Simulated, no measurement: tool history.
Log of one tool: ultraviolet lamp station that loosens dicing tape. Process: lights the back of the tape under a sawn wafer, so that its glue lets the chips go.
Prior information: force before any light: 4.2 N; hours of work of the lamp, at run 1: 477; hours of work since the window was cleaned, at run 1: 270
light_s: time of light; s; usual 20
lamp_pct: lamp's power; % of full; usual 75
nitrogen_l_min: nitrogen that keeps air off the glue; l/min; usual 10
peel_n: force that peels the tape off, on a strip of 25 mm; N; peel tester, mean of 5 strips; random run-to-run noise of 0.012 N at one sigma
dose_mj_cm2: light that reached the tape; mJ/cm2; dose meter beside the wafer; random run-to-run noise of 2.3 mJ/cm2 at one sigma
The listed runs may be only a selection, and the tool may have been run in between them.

run	hour	light_s	lamp_pct	nitrogen_l_min	hours of work of the lamp	hours of work since the window was cleaned	peel_n	dose_mj_cm2
1	0.0	20	75	10	477	270	0.937	161
2	17.5	20	75	10	484	278	1.015	160
# hour 21.0: window cleaned of glue's vapour
3	41.7	14	75	10	494	9	1.399	117
4	73.3	14	75	10	508	22	1.431	116
5	92.3	20	68	10	516	30	1.046	152
6	107.1	20	68	10	522	37	1.057	146
7	129.7	20	68	4	532	46	1.457	148
8	159.8	20	68	4	545	59	1.525	143
9	175.1	20	75	8	551	66	1.060	159
10	197.4	20	75	8	561	75	1.089	159
11	211.7	27	76	17	567	82	0.518	210
12	231.7	10	73	10	575	90	2.056	76
13	246.2	10	73	10	582	96	2.087	80
14	263.7	10	73	10	589	104	1.985	73
15	290.3	35	64	13	600	115	0.533	227
16	315.4	20	87	5	611	126	1.126	173
17	336.8	20	87	5	620	135	1.124	171
18	372.2	17	71	7	635	150	1.543	119
19	395.2	10	71	7	645	160	2.402	68
20	417.4	32	86	10	655	169	0.468	260

Alternative continuations, all from the tool just after run 20; predict every row:
# hour 427.9: lamp changed
A	453.3	35	86	10	11	184	?	?
# hour 427.9: lamp changed
B	453.3	18	91	4	11	184	?	?
# hour 427.9: lamp changed
C	453.3	32	86	12	11	184	?	?
# hour 427.9: lamp changed
D	453.3	16	75	10	11	184	?	?

run	peel_n	dose_mj_cm2
A	0.226	451
B	0.733	242
C	0.223	414
D	0.863	181
With no hidden state in the tool, these same runs would have given:
run	peel_n	dose_mj_cm2
A	0.213	484
B	0.660	260
C	0.208	444
D	0.780	193
